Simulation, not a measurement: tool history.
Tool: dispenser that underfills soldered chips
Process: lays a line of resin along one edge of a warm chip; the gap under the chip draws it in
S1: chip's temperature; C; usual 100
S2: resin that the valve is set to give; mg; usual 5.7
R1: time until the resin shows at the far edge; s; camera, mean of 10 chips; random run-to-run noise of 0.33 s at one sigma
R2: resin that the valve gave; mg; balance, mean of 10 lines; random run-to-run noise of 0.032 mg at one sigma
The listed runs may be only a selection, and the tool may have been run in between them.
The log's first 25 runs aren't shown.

| run | hour | S1 | S2 | R1 | R2 |
|---|---|---|---|---|---|
| 26 | 130.2 | 102 | 5.7 | 15.5 | 5.16 |
| 27 | 135.1 | 112 | 7.27 | 10.4 | 6.64 |
| 28 | 138.8 | 91 | 7.06 | 31.3 | 6.49 |
|  | 139.4 | new syringe of resin |
| 29 | 144.5 | 91 | 7.06 | 23.5 | 6.43 |
| 30 | 150.1 | 91 | 7.06 | 26.8 | 6.44 |
|  | 154.4 | dispensing valve cleaned and set on the balance |
| 31 | 155.2 | 107 | 5.7 | 15.1 | 5.71 |
|  | 157.3 | new syringe of resin |
| 32 | 160.3 | 98 | 5.7 | 16.7 | 5.66 |
| 33 | 167 | 98 | 5.2 | 19.5 | 5.2 |
| 34 | 170.8 | 93 | 6.03 | 26.1 | 6 |
|  | 173.9 | new syringe of resin |
| 35 | 174.2 | 114 | 7.31 | 6.9 | 7.27 |

3 options for the next run, each taken on its own from the tool as it stands now. Forecast them:
| A | 178.5 | 106 | 6.63 | ? | ? |
| B | 178.5 | 114 | 5.68 | ? | ? |
| C | 178.5 | 88 | 5.77 | ? | ? |

| run | R1 | R2 |
|---|---|---|
| A | 11 | 6.65 |
| B | 8.1 | 5.7 |
| C | 26.4 | 5.68 |
With no hidden state in the tool, these same runs would have given:
| run | R1 | R2 |
|---|---|---|
| A | 9.4 | 6.73 |
| B | 7 | 5.76 |
| C | 22.5 | 5.75 |
